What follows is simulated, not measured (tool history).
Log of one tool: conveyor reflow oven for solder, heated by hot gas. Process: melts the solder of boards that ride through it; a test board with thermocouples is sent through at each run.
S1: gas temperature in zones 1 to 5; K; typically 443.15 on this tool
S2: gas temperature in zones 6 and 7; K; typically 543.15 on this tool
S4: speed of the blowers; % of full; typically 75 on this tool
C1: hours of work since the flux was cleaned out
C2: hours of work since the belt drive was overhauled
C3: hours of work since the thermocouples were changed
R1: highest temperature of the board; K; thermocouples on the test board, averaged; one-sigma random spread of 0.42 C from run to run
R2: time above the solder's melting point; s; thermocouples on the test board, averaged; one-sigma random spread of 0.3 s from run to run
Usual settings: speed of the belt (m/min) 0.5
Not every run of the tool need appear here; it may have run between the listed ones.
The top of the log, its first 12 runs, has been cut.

Run 13, day 8.129: usual settings; C1 47; C2 119; C3 680. Result: R1 530.75 K, R2 76.8 s.
Run 14, day 8.817: usual settings; C1 54; C2 127; C3 687. Result: R1 530.85 K, R2 76.8 s.
Run 15, day 9.429: usual settings; C1 61; C2 133; C3 694. Result: R1 531.65 K, R2 76.3 s.
Run 16, day 10.333: usual settings; C1 71; C2 143; C3 704. Result: R1 531.15 K, R2 76.7 s.
Run 17, day 11.238: usual settings but S1 446.15 K, S2 537.15 K, speed of the belt (m/min) 0.538, S4 77 % of full; C1 81; C2 153; C3 714. Result: R1 524.25 K, R2 66.4 s.
Run 18, day 12.267: usual settings but speed of the belt (m/min) 0.439, S4 81 % of full; C1 92; C2 165; C3 725. Result: R1 535.45 K, R2 91.1 s.
Run 19, day 13.112: usual settings but speed of the belt (m/min) 0.516, S4 70 % of full; C1 102; C2 174; C3 735. Result: R1 529.35 K, R2 72.4 s.
Run 20, day 13.65: usual settings but S1 457.15 K, S2 533.15 K, speed of the belt (m/min) 0.491; C1 108; C2 180; C3 741. Result: R1 524.25 K, R2 79.4 s.
Run 21, day 14.171: usual settings but S1 434.15 K, S2 553.15 K, speed of the belt (m/min) 0.544, S4 60 % of full; C1 113; C2 186; C3 746. Result: R1 533.45 K, R2 66.1 s.
Run 22, day 14.592: usual settings but S1 434.15 K, S2 541.15 K, speed of the belt (m/min) 0.544, S4 60 % of full; C1 118; C2 190; C3 751. Result: R1 522.85 K, R2 58.1 s.
Run 23, day 15.496: usual settings but S1 432.15 K, speed of the belt (m/min) 0.501; C1 128; C2 200; C3 761. Result: R1 529.55 K, R2 70.9 s.
Run 24, day 16.121: usual settings but S1 432.15 K, speed of the belt (m/min) 0.501; C1 135; C2 207; C3 768. Result: R1 529.95 K, R2 70.9 s.
Run 25, day 17.096: usual settings but S1 439.15 K, S2 540.15 K, speed of the belt (m/min) 0.501; C1 145; C2 218; C3 778. Result: R1 527.75 K, R2 71.6 s.
Run 26, day 17.625: usual settings but S1 435.15 K, S2 552.15 K, speed of the belt (m/min) 0.589, S4 77 % of full; C1 151; C2 224; C3 784. Result: R1 533.55 K, R2 62.1 s.
Run 27, day 18.108: usual settings but S1 435.15 K, S2 552.15 K, speed of the belt (m/min) 0.589, S4 77 % of full; C1 157; C2 229; C3 790. Result: R1 533.35 K, R2 62.4 s.
Run 28, day 18.696: usual settings but S1 438.15 K, S2 545.15 K, speed of the belt (m/min) 0.482, S4 74 % of full; C1 163; C2 235; C3 796. Result: R1 533.05 K, R2 79 s.
Run 29, day 19.679: usual settings but S2 533.15 K, speed of the belt (m/min) 0.59; C1 174; C2 246; C3 807. Result: R1 517.35 K, R2 53.3 s.
Run 30, day 20.246: usual settings but S2 549.15 K, speed of the belt (m/min) 0.423; C1 180; C2 252; C3 813. Result: R1 540.65 K, R2 98.1 s.
Run 31, day 20.9: usual settings but S2 549.15 K, speed of the belt (m/min) 0.423; C1 187; C2 260; C3 820. Result: R1 540.95 K, R2 98.8 s.
Run 32, day 21.667: usual settings but S2 549.15 K, speed of the belt (m/min) 0.423; C1 196; C2 268; C3 829. Result: R1 541.15 K, R2 98.8 s.

Consider 3 possible next runs. They are alternatives, not a sequence: every one starts from the tool as it was left by run 32. What does each give?
Run A, day 22.483: usual settings but S2 549.15 K, speed of the belt (m/min) 0.423, S4 73 % of full; C1 205; C2 277; C3 838. Result: R1 ?, R2 ?.
Run B, day 22.483: usual settings but S1 451.15 K, S2 546.15 K, speed of the belt (m/min) 0.423, S4 64 % of full; C1 205; C2 277; C3 838. Result: R1 ?, R2 ?.
Run C, day 22.483: usual settings but S2 549.15 K, speed of the belt (m/min) 0.49; C1 205; C2 277; C3 838. Result: R1 ?, R2 ?.

run      R1    R2
  A  541.15  98.3
  B  537.05  99.1
  C  537.55  82.1
Had the tool no hidden state, the same runs would have come out as:
run      R1    R2
  A  541.45  98.5
  B  537.35  99.3
  C  537.95  82.3
